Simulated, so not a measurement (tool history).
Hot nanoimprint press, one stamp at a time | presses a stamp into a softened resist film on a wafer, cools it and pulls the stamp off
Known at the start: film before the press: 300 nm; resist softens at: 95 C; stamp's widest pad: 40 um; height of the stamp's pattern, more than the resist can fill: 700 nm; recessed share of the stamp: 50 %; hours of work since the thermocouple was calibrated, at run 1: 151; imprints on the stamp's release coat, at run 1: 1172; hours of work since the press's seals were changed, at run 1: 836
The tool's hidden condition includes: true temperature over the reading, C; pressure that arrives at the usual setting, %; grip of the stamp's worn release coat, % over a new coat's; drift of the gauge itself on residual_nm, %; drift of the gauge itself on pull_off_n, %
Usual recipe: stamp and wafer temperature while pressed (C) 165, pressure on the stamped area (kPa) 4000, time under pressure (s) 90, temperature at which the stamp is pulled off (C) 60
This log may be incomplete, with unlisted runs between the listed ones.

| run | hour | stamp and wafer temperature while pressed (C) | pressure on the stamped area (kPa) | time under pressure (s) | temperature at which the stamp is pulled off (C) | hours of work since the thermocouple was calibrated | imprints on the stamp's release coat | hours of work since the press's seals were changed | resist left under the stamp's widest pad (angstrom) | greatest force while the stamp is pulled off (N) |
|---|---|---|---|---|---|---|---|---|---|---|
| 1 | 0.0 | 165 | 4000 | 90 | 60 | 151 | 1172 | 836 | 1208 | 210 |
|  | 24.7 | stamp cleaned and given a new release coat |
| 2 | 38.6 | 165 | 4000 | 90 | 60 | 171 | 66 | 856 | 1213 | 208 |
| 3 | 88.3 | 165 | 4000 | 90 | 60 | 202 | 302 | 887 | 1200 | 209 |
| 4 | 150.1 | 165 | 2950 | 90 | 60 | 240 | 597 | 925 | 1379 | 207 |
| 5 | 209.4 | 165 | 4000 | 92 | 60 | 276 | 879 | 961 | 1206 | 208 |
| 6 | 238.6 | 165 | 4000 | 90 | 60 | 294 | 1018 | 979 | 1208 | 211 |
| 7 | 285.0 | 168 | 4000 | 90 | 60 | 322 | 1239 | 1007 | 1100 | 203 |
|  | 295.2 | stamp cleaned and given a new release coat |
| 8 | 348.1 | 165 | 4000 | 90 | 60 | 357 | 252 | 1042 | 1229 | 209 |
|  | 385.8 | plate thermocouple calibrated |
| 9 | 411.2 | 165 | 4000 | 90 | 60 | 16 | 539 | 1079 | 1230 | 206 |
| 10 | 468.6 | 165 | 4000 | 90 | 60 | 51 | 812 | 1114 | 1220 | 205 |
| 11 | 514.6 | 165 | 4000 | 90 | 60 | 79 | 1031 | 1143 | 1225 | 214 |
| 12 | 545.2 | 165 | 4000 | 90 | 60 | 98 | 1176 | 1161 | 1228 | 197 |
|  | 569.8 | stamp cleaned and given a new release coat |
|  | 587.8 | gauge calibrated |
| 13 | 603.3 | 165 | 4000 | 90 | 60 | 130 | 159 | 1193 | 1201 | 197 |
| 14 | 631.2 | 165 | 4000 | 90 | 60 | 147 | 292 | 1211 | 1205 | 209 |
| 15 | 681.1 | 165 | 4000 | 90 | 60 | 178 | 529 | 1241 | 1199 | 211 |
| 16 | 706.8 | 165 | 4000 | 90 | 60 | 193 | 652 | 1257 | 1196 | 207 |
| 17 | 744.9 | 177 | 4000 | 90 | 46 | 217 | 833 | 1280 | 849 | 245 |
| 18 | 799.5 | 177 | 4000 | 90 | 46 | 250 | 1093 | 1314 | 847 | 244 |
| 19 | 826.2 | 177 | 5450 | 88 | 64 | 267 | 1220 | 1330 | 734 | 201 |
|  | 842.1 | stamp cleaned and given a new release coat |
|  | 857.7 | press's hydraulic seals changed and the load cell set to zero |
| 20 | 889.4 | 171 | 4000 | 90 | 52 | 297 | 187 | 19 | 1009 | 228 |
| 21 | 915.6 | 165 | 4990 | 65 | 56 | 313 | 312 | 36 | 1268 | 214 |
| 22 | 944.5 | 165 | 4990 | 65 | 56 | 331 | 450 | 53 | 1252 | 213 |
| 23 | 982.3 | 165 | 4990 | 65 | 56 | 354 | 629 | 76 | 1252 | 226 |
| 24 | 1014.7 | 165 | 4850 | 90 | 55 | 374 | 784 | 96 | 1125 | 225 |
|  | 1026.8 | plate thermocouple calibrated |
| 25 | 1047.1 | 165 | 4850 | 90 | 55 | 12 | 924 | 114 | 1117 | 221 |
| 26 | 1092.4 | 165 | 4850 | 90 | 55 | 40 | 1139 | 142 | 1121 | 219 |
|  | 1122.8 | stamp cleaned and given a new release coat |
| 27 | 1154.1 | 165 | 4850 | 90 | 55 | 74 | 149 | 176 | 1137 | 222 |
| 28 | 1193.8 | 162 | 4000 | 90 | 62 | 99 | 338 | 201 | 1349 | 198 |
| 29 | 1249.3 | 162 | 4000 | 90 | 62 | 133 | 602 | 235 | 1346 | 207 |

Here are 4 independent what-if runs from the current tool condition. What would each one return?
| A | 1279.4 | 162 | 4870 | 52 | 45 | 151 | 746 | 253 | ? | ? |
| B | 1279.4 | 162 | 2970 | 90 | 62 | 151 | 746 | 253 | ? | ? |
| C | 1279.4 | 154 | 3080 | 78 | 60 | 151 | 746 | 253 | ? | ? |
| D | 1279.4 | 162 | 3830 | 90 | 55 | 151 | 746 | 253 | ? | ? |

| run | resist left under the stamp's widest pad (angstrom) | greatest force while the stamp is pulled off (N) |
|---|---|---|
| A | 1535 | 243 |
| B | 1517 | 194 |
| C | 1983 | 206 |
| D | 1389 | 219 |
With the hidden condition removed and each run's random variation left untouched, the same runs would have given:
| run | resist left under the stamp's widest pad (angstrom) | greatest force while the stamp is pulled off (N) |
|---|---|---|
| A | 1488 | 242 |
| B | 1470 | 193 |
| C | 1922 | 205 |
| D | 1346 | 219 |

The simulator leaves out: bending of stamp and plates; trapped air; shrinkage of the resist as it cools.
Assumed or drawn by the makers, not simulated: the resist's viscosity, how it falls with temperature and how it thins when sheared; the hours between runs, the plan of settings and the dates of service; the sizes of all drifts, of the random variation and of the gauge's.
